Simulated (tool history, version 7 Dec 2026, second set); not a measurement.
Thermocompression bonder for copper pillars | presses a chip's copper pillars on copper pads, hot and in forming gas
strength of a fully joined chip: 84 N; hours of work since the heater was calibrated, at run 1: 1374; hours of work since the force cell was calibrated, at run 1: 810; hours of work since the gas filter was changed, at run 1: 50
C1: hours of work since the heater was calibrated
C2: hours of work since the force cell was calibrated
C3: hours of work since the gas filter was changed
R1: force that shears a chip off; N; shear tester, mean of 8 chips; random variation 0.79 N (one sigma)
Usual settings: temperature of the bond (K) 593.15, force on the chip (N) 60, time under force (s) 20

{"run": 1, "day": 0.0, "temperature of the bond (K)": 593.15, "force on the chip (N)": 60, "time under force (s)": 20, "C1": 1374, "C2": 810, "C3": 50, "R1": 58.8}
{"day": 0.796, "done": "heater calibrated with a thermocouple chip"}
{"run": 2, "day": 2.258, "temperature of the bond (K)": 593.15, "force on the chip (N)": 60, "time under force (s)": 22, "C1": 21, "C2": 841, "C3": 81, "R1": 56.6}
{"run": 3, "day": 4.054, "temperature of the bond (K)": 593.15, "force on the chip (N)": 48, "time under force (s)": 22, "C1": 47, "C2": 867, "C3": 107, "R1": 50.7}
{"run": 4, "day": 6.158, "temperature of the bond (K)": 593.15, "force on the chip (N)": 48, "time under force (s)": 22, "C1": 77, "C2": 897, "C3": 137, "R1": 49.6}
{"run": 5, "day": 7.896, "temperature of the bond (K)": 610.15, "force on the chip (N)": 48, "time under force (s)": 22, "C1": 101, "C2": 922, "C3": 162, "R1": 58.9}
{"day": 8.15, "done": "heater calibrated with a thermocouple chip, once more"}
{"run": 6, "day": 9.229, "temperature of the bond (K)": 610.15, "force on the chip (N)": 48, "time under force (s)": 22, "C1": 15, "C2": 939, "C3": 180, "R1": 63.0}
{"run": 7, "day": 10.438, "temperature of the bond (K)": 610.15, "force on the chip (N)": 48, "time under force (s)": 22, "C1": 33, "C2": 957, "C3": 197, "R1": 63.9}
{"run": 8, "day": 13.062, "temperature of the bond (K)": 593.15, "force on the chip (N)": 60, "time under force (s)": 20, "C1": 70, "C2": 994, "C3": 235, "R1": 60.3}
{"run": 9, "day": 15.271, "temperature of the bond (K)": 593.15, "force on the chip (N)": 60, "time under force (s)": 20, "C1": 102, "C2": 1026, "C3": 266, "R1": 58.5}
{"run": 10, "day": 16.904, "temperature of the bond (K)": 593.15, "force on the chip (N)": 60, "time under force (s)": 20, "C1": 125, "C2": 1049, "C3": 289, "R1": 57.3}
{"run": 11, "day": 18.304, "temperature of the bond (K)": 593.15, "force on the chip (N)": 60, "time under force (s)": 20, "C1": 145, "C2": 1069, "C3": 309, "R1": 58.5}
{"run": 12, "day": 20.642, "temperature of the bond (K)": 593.15, "force on the chip (N)": 60, "time under force (s)": 18, "C1": 178, "C2": 1102, "C3": 343, "R1": 54.6}
{"run": 13, "day": 22.733, "temperature of the bond (K)": 593.15, "force on the chip (N)": 60, "time under force (s)": 18, "C1": 208, "C2": 1132, "C3": 373, "R1": 55.2}
{"run": 14, "day": 24.246, "temperature of the bond (K)": 593.15, "force on the chip (N)": 60, "time under force (s)": 18, "C1": 230, "C2": 1154, "C3": 394, "R1": 54.5}
{"day": 25.546, "done": "forming gas filter changed"}
{"run": 15, "day": 25.892, "temperature of the bond (K)": 593.15, "force on the chip (N)": 60, "time under force (s)": 18, "C1": 253, "C2": 1177, "C3": 5, "R1": 60.9}
{"run": 16, "day": 27.35, "temperature of the bond (K)": 593.15, "force on the chip (N)": 60, "time under force (s)": 18, "C1": 274, "C2": 1198, "C3": 26, "R1": 60.3}
{"run": 17, "day": 28.988, "temperature of the bond (K)": 593.15, "force on the chip (N)": 60, "time under force (s)": 18, "C1": 297, "C2": 1221, "C3": 49, "R1": 59.3}
{"run": 18, "day": 30.638, "temperature of the bond (K)": 593.15, "force on the chip (N)": 60, "time under force (s)": 18, "C1": 321, "C2": 1245, "C3": 73, "R1": 59.6}
{"run": 19, "day": 33.129, "temperature of the bond (K)": 593.15, "force on the chip (N)": 60, "time under force (s)": 18, "C1": 356, "C2": 1280, "C3": 108, "R1": 58.2}
{"run": 20, "day": 34.675, "temperature of the bond (K)": 593.15, "force on the chip (N)": 60, "time under force (s)": 18, "C1": 378, "C2": 1302, "C3": 130, "R1": 57.9}
{"run": 21, "day": 36.754, "temperature of the bond (K)": 593.15, "force on the chip (N)": 46, "time under force (s)": 20, "C1": 408, "C2": 1332, "C3": 160, "R1": 51.8}
{"run": 22, "day": 38.629, "temperature of the bond (K)": 588.15, "force on the chip (N)": 44, "time under force (s)": 18, "C1": 435, "C2": 1359, "C3": 187, "R1": 46.5}
{"run": 23, "day": 39.825, "temperature of the bond (K)": 593.15, "force on the chip (N)": 38, "time under force (s)": 42, "C1": 452, "C2": 1376, "C3": 204, "R1": 56.9}
{"run": 24, "day": 42.488, "temperature of the bond (K)": 593.15, "force on the chip (N)": 45, "time under force (s)": 53, "C1": 490, "C2": 1414, "C3": 242, "R1": 63.7}
{"run": 25, "day": 44.908, "temperature of the bond (K)": 613.15, "force on the chip (N)": 60, "time under force (s)": 20, "C1": 525, "C2": 1449, "C3": 276, "R1": 66.2}
{"run": 26, "day": 47.262, "temperature of the bond (K)": 571.15, "force on the chip (N)": 60, "time under force (s)": 20, "C1": 558, "C2": 1482, "C3": 310, "R1": 44.8}
{"run": 27, "day": 49.05, "temperature of the bond (K)": 608.15, "force on the chip (N)": 48, "time under force (s)": 13, "C1": 584, "C2": 1508, "C3": 336, "R1": 52.0}
{"run": 28, "day": 51.371, "temperature of the bond (K)": 587.15, "force on the chip (N)": 53, "time under force (s)": 20, "C1": 617, "C2": 1541, "C3": 369, "R1": 50.2}
{"run": 29, "day": 53.325, "temperature of the bond (K)": 587.15, "force on the chip (N)": 53, "time under force (s)": 20, "C1": 645, "C2": 1569, "C3": 397, "R1": 49.7}
{"day": 54.438, "done": "forming gas filter changed"}
{"run": 30, "day": 55.767, "temperature of the bond (K)": 587.15, "force on the chip (N)": 53, "time under force (s)": 20, "C1": 679, "C2": 1603, "C3": 19, "R1": 54.5}
{"run": 31, "day": 57.979, "temperature of the bond (K)": 593.15, "force on the chip (N)": 59, "time under force (s)": 20, "C1": 711, "C2": 1635, "C3": 51, "R1": 59.2}
{"run": 32, "day": 60.625, "temperature of the bond (K)": 593.15, "force on the chip (N)": 59, "time under force (s)": 20, "C1": 749, "C2": 1673, "C3": 88, "R1": 60.0}
{"run": 33, "day": 62.346, "temperature of the bond (K)": 621.15, "force on the chip (N)": 65, "time under force (s)": 36, "C1": 773, "C2": 1697, "C3": 113, "R1": 77.5}
{"run": 34, "day": 64.117, "temperature of the bond (K)": 593.15, "force on the chip (N)": 88, "time under force (s)": 20, "C1": 799, "C2": 1722, "C3": 138, "R1": 67.8}
{"run": 35, "day": 66.588, "temperature of the bond (K)": 610.15, "force on the chip (N)": 60, "time under force (s)": 20, "C1": 834, "C2": 1758, "C3": 173, "R1": 66.1}
{"run": 36, "day": 67.817, "temperature of the bond (K)": 610.15, "force on the chip (N)": 74, "time under force (s)": 29, "C1": 851, "C2": 1775, "C3": 191, "R1": 74.1}
{"run": 37, "day": 69.979, "temperature of the bond (K)": 593.15, "force on the chip (N)": 60, "time under force (s)": 42, "C1": 882, "C2": 1806, "C3": 222, "R1": 67.1}

Measured less the same run without the tool's hidden state. The same run-to-run variation is in both; the gauge's scatter may not be:
The hidden state here: true temperature of the bond over the reading, C; force that reaches the chip, % of what is set; oxide that the forming gas leaves, % of the face; drift of the gauge itself on shear_n, %.
run=1 R1=-3.3
run=2 R1=-6.4
run=3 R1=-6.7
run=4 R1=-7.1
run=5 R1=-7.1
run=6 R1=-2.0
run=7 R1=-2.3
run=8 R1=-2.7
run=9 R1=-3.1
run=10 R1=-3.6
run=11 R1=-3.9
run=12 R1=-4.2
run=13 R1=-4.8
run=14 R1=-5.1
run=15 R1=+0.2
run=16 R1=-0.1
run=17 R1=-0.4
run=18 R1=-0.8
run=19 R1=-1.3
run=20 R1=-1.7
run=21 R1=-1.9
run=22 R1=-2.1
run=23 R1=-2.9
run=24 R1=-3.8
run=25 R1=-4.6
run=26 R1=-3.7
run=27 R1=-4.5
run=28 R1=-5.0
run=29 R1=-5.5
run=30 R1=-0.7
run=31 R1=-1.1
run=32 R1=-1.8
run=33 R1=-2.3
run=34 R1=-2.8
run=35 R1=-3.2
run=36 R1=-3.7
run=37 R1=-4.3

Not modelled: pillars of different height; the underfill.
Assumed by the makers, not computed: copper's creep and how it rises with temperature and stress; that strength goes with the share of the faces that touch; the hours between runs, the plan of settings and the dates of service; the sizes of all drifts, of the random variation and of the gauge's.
